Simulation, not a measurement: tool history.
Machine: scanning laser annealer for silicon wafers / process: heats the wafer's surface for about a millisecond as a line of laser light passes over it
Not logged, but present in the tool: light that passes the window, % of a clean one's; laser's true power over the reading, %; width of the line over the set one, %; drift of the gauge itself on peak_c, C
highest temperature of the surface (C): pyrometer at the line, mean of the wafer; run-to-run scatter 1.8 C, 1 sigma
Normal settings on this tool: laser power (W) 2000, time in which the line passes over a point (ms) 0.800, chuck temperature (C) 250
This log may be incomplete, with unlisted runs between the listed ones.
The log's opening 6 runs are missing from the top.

run,day,laser power (W),time in which the line passes over a point (ms),chuck temperature (C),hours of work since the window was cleaned,hours of work since the power meter was calibrated,hours of work since the optics were aligned,highest temperature of the surface (C)
7,4.462,2010,0.758,250,287,771,558,1011
8,5.321,1773,0.800,250,302,786,573,913
9,6.212,1773,0.800,250,317,801,588,911
10,6.675,1773,0.800,250,325,809,596,912
11,7.296,2000,0.726,250,336,820,607,990
12,8.092,2000,0.726,250,350,834,621,988
13,8.638,2000,0.800,250,359,843,630,1021
14,9.604,2000,0.800,250,376,860,647,1020
15,10.125,2000,0.760,250,385,869,656,1000
16,10.812,2000,0.815,250,397,881,668,1026
17,11.729,2000,0.815,250,413,897,684,1024
18,12.808,2000,0.815,250,431,915,703,1021
19,13.925,2000,0.815,231,451,935,722,998
20,14.967,2000,0.815,231,469,953,740,1000
# day 15.242: optics aligned, line set to its width
21,15.650,2000,0.815,231,477,961,7,993
22,16.458,2051,0.810,257,491,975,21,1043
# day 17.408: optics aligned, line set to its width, once more
23,17.583,2051,0.560,273,507,991,3,945
24,18.312,2051,0.846,245,520,1004,16,1054
25,19.421,2198,0.800,239,539,1023,35,1097
26,20.183,2198,0.800,239,552,1036,48,1098

The next listed run, before its measurement:
27,20.854,2198,0.743,243,564,1048,60,?

highest temperature of the surface (C): 1071
Were there no unlogged condition in the tool, this run, its random variation unchanged, would have produced highest temperature of the surface (C) 1118.

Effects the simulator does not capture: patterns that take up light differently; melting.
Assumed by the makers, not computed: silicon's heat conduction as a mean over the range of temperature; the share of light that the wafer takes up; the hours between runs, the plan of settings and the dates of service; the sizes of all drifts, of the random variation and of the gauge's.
